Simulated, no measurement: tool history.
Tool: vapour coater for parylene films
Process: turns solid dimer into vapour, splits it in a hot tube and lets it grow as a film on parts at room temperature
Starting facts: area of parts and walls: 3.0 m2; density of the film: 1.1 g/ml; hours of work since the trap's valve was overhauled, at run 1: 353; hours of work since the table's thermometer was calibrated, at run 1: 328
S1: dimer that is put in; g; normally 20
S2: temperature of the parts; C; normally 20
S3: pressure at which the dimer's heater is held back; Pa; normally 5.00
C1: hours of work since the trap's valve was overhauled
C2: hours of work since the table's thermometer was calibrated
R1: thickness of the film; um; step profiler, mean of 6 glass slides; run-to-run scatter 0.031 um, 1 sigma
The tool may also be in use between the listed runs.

run 1 day=0.000 | S1=20 S2=20 S3=5.00 | C1=353 C2=328 | R1=4.18
run 2 day=0.796 | S1=20 S2=20 S3=5.00 | C1=362 C2=337 | R1=4.19
run 3 day=1.129 | S1=20 S2=13 S3=5.00 | C1=366 C2=341 | R1=5.59
run 4 day=1.833 | S1=20 S2=13 S3=5.00 | C1=374 C2=349 | R1=5.59
run 5 day=2.225 | S1=20 S2=20 S3=5.40 | C1=379 C2=354 | R1=4.08
run 6 day=2.800 | S1=20 S2=20 S3=5.40 | C1=385 C2=360 | R1=4.01
run 7 day=3.138 | S1=20 S2=20 S3=3.31 | C1=389 C2=364 | R1=4.59
run 8 day=3.504 | S1=10 S2=20 S3=5.50 | C1=393 C2=368 | R1=2.04
-- day=4.083 trap's valve overhauled
run 9 day=4.175 | S1=16 S2=21 S3=5.50 | C1=1 C2=374 | R1=3.24
run 10 day=4.758 | S1=27 S2=32 S3=5.00 | C1=8 C2=381 | R1=3.34
run 11 day=5.462 | S1=13 S2=30 S3=7.05 | C1=16 C2=389 | R1=1.60
run 12 day=6.233 | S1=15 S2=23 S3=7.05 | C1=25 C2=398 | R1=2.59
run 13 day=6.762 | S1=23 S2=20 S3=9.35 | C1=31 C2=404 | R1=4.25

How the hidden state differs across the entries between the runs, from the last listed run before each to the first after it:
Between runs 8 and 9: trap's valve overhauled (day 4.083)
  vapour lost through the trap's worn valve, %: 5.7 -> 0.4
  difference, measured minus the result without the unlogged condition, R1: -0.14 -> -0.03 um

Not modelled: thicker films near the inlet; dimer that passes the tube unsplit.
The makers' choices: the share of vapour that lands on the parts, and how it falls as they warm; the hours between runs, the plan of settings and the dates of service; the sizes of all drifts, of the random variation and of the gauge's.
